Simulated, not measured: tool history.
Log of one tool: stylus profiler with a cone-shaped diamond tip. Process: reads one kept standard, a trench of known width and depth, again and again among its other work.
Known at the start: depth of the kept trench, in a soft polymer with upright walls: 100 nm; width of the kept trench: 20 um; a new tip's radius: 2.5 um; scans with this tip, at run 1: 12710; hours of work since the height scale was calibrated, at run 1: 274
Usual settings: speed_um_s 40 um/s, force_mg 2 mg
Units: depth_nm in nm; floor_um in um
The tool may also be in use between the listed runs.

run,hour,speed_um_s,force_mg,scans with this tip,hours of work since the height scale was calibrated,depth_nm,floor_um
1,0,40,2,12710,274,100.82,18.51
2,61.1,40,2,12900,308,100.94,18.48
3,192,40,2,13307,380,100.83,18.5
4,274.3,40,2,13563,426,100.86,18.49
5,379.9,40,2,13891,484,100.84,18.49
6,508.6,40,2,14291,555,100.85,18.47
7,638.4,40,2,14694,627,100.85,18.53
8,697.2,40,2,14877,659,100.87,18.5
9,790.7,40,2,15168,711,100.79,18.5
10,881.4,40,2,15450,761,100.93,18.5
11,948,40,2,15657,798,100.87,18.46
12,1029,40,4.13,15909,843,101.39,18.51
13,1089.4,40,2,16096,876,100.82,18.44
14,1184.1,40,2,16391,929,100.83,18.48
15,1258.6,25,2,16622,970,100.9,18.47
16,1369.2,40,4.44,16966,1031,101.55,18.51
17,1477.7,80,2,17303,1091,100.9,18.34
18,1603.7,80,2,17695,1161,100.9,18.42
19,1714.5,80,2,18039,1222,100.9,18.36
# hour 1766.5: new tip fitted, height scale calibrated
20,1827.7,80,2,190,34,100.88,18.37
21,1907,80,2,436,78,100.93,18.36
22,1999.7,80,2,724,129,100.85,18.4
23,2123.7,138,0.93,1110,198,100.6,18.09
24,2182.4,24,4.03,1292,230,101.43,18.58
25,2299.4,24,1.1,1656,295,100.62,18.47
26,2405.8,35,3.23,1987,354,101.19,18.44
27,2506.6,73,0.83,2300,409,100.55,18.26
28,2585.4,73,0.83,2545,453,100.53,18.27
29,2712.6,73,0.83,2940,523,100.53,18.31
30,2822.5,78,0.7,3282,584,100.52,18.25
31,2941.7,78,0.7,3652,650,100.44,18.28
32,3041.1,15,2.93,3961,705,101.16,18.59
33,3170.9,11,2.93,4365,777,101.13,18.52
34,3301.5,11,2.93,4771,849,101.12,18.57
35,3427.3,44,1.83,5162,918,100.81,18.46
36,3544.5,44,1.83,5526,983,100.84,18.52
37,3626.1,118,1.54,5780,1028,100.76,18.23
38,3690.6,118,1.54,5980,1064,100.73,18.23
39,3779.9,148,4.09,6258,1113,101.4,18.3
40,3879.3,156,1.72,6567,1168,100.79,18.17

How the hidden state differs across the entries between the runs, from the last listed run before each to the first after it:
Between runs 19 and 20: new tip fitted, height scale calibrated (hour 1766.5)
  radius of the tip, um: 2.56 -> 2.5; height scale over the true one, %: 0.006 -> 0.001
